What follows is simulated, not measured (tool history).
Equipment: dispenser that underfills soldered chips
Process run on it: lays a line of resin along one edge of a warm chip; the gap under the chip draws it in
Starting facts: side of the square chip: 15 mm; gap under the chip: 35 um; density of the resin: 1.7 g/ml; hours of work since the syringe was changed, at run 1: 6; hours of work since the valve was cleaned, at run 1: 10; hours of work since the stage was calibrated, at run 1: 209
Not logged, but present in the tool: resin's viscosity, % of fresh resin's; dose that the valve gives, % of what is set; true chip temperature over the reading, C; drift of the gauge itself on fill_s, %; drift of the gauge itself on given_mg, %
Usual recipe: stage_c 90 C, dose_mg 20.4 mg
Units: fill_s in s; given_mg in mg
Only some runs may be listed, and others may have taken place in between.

run   hour  stage_c  dose_mg  hours of work since the syringe was changed  hours of work since the valve was cleaned  hours of work since the stage was calibrated  fill_s  given_mg
  1    0.0       90     20.4                                            6                                         10                                           209   293.5     20.32
       4.5  -- new syringe of resin
  2    5.9       90     20.4                                            1                                         14                                           212   248.6     20.27
  3   12.7       77     20.4                                            5                                         19                                           217   462.2     20.23
  4   17.0       90     22.3                                            8                                         22                                           220   305.3     22.15
      18.1  -- new syringe of resin
  5   21.7       90     18.7                                            2                                         24                                           222   260.0     18.48
  6   29.4       90     18.7                                            7                                         29                                           228   298.8     18.49
      31.8  -- new syringe of resin
  7   38.1       90     18.7                                            4                                         35                                           233   281.8     18.47
  8   42.8       90     22.5                                            7                                         38                                           236   300.0     22.17
      45.5  -- new syringe of resin
  9   48.3       90     20.4                                            2                                         41                                           240   253.6     20.06
 10   55.0       90     20.4                                            6                                         46                                           244   293.8     20.00
      59.2  -- new syringe of resin
 11   59.4       90     19.9                                            0                                         49                                           247   243.8     19.47
 12   68.1       90     19.9                                            6                                         54                                           252   290.8     19.44
      73.0  -- new syringe of resin
 13   76.8       90     20.4                                            2                                         60                                           258   257.3     19.84
 14   84.7       90     20.4                                            8                                         65                                           263   305.1     19.83
      86.5  -- new syringe of resin
      87.5  -- dispensing valve cleaned and set on the balance
 15   92.5       90     20.4                                            3                                          3                                           267   270.0     20.38
 16   99.0       90     20.4                                            8                                          8                                           272   306.3     20.35
     101.1  -- new syringe of resin
 17  107.0       91     20.4                                            4                                         13                                           277   256.0     20.34
 18  110.8       91     20.4                                            6                                         15                                           279   281.3     20.30
     115.1  -- new syringe of resin
 19  120.1       92     17.3                                            3                                         21                                           285   249.3     17.14
     128.6  -- new syringe of resin
 20  129.3       88     19.3                                            0                                         27                                           291   260.8     19.10
 21  134.1       78     20.3                                            4                                         30                                           294   419.5     20.09
 22  141.4       98     20.4                                            8                                         35                                           299   240.1     20.15
     142.3  -- new syringe of resin
 23  150.1       83     20.4                                            5                                         40                                           305   358.7     20.07
     156.3  -- new syringe of resin
 24  156.6       82     24.5                                            0                                         44                                           309   319.0     24.09
 25  161.3       88     21.5                                            3                                         48                                           312   276.3     21.06
 26  169.1       88     21.5                                            8                                         53                                           317   330.4     21.04
     170.0  -- new syringe of resin
 27  178.2       80     24.9                                            5                                         59                                           323   407.7     24.27
     183.9  -- new syringe of resin
 28  184.0       85     24.3                                            0                                         62                                           326   278.3     23.68
 29  188.7       85     24.3                                            3                                         65                                           329   309.5     23.70
     191.0  -- dispensing valve cleaned and set on the balance
 30  193.9       85     24.3                                            6                                          2                                           332   330.5     24.31
     198.3  -- new syringe of resin
 31  202.9       85     24.3                                            3                                          8                                           338   302.9     24.20
 32  210.4       85     24.3                                            8                                         13                                           343   351.7     24.19
     211.9  -- new syringe of resin
 33  215.0       90     17.7                                            2                                         15                                           346   255.7     17.62
 34  219.1       90     17.7                                            5                                         18                                           348   283.9     17.56
     225.6  -- new syringe of resin
 35  227.6       90     17.7                                            1                                         23                                           354   250.9     17.55

Pick out some run-to-run changes in fill_s. Of each, how much would a tool without hidden state show as well, from the settings, what came in and chance, and how much is left for the hidden state and any gauge scatter not in both results compared?
Run 2 -> 3: stage_c 90 -> 77. fill_s +213.6 s: hidden state +55.5, all else +158.1.
Run 20 -> 21: stage_c 88 -> 78, dose_mg 19.3 -> 20.3. fill_s +158.7 s: hidden state +32.6, all else +126.1.
Run 21 -> 22: stage_c 78 -> 98, dose_mg 20.3 -> 20.4. fill_s -179.4 s: hidden state +23.6, all else -203.0.
Run 27 -> 28: stage_c 80 -> 85, dose_mg 24.9 -> 24.3, new syringe of resin. fill_s -129.4 s: hidden state -60.4, all else -69.0.
Run 32 -> 33: stage_c 85 -> 90, dose_mg 24.3 -> 17.7, new syringe of resin. fill_s -96.0 s: hidden state -55.7, all else -40.3.
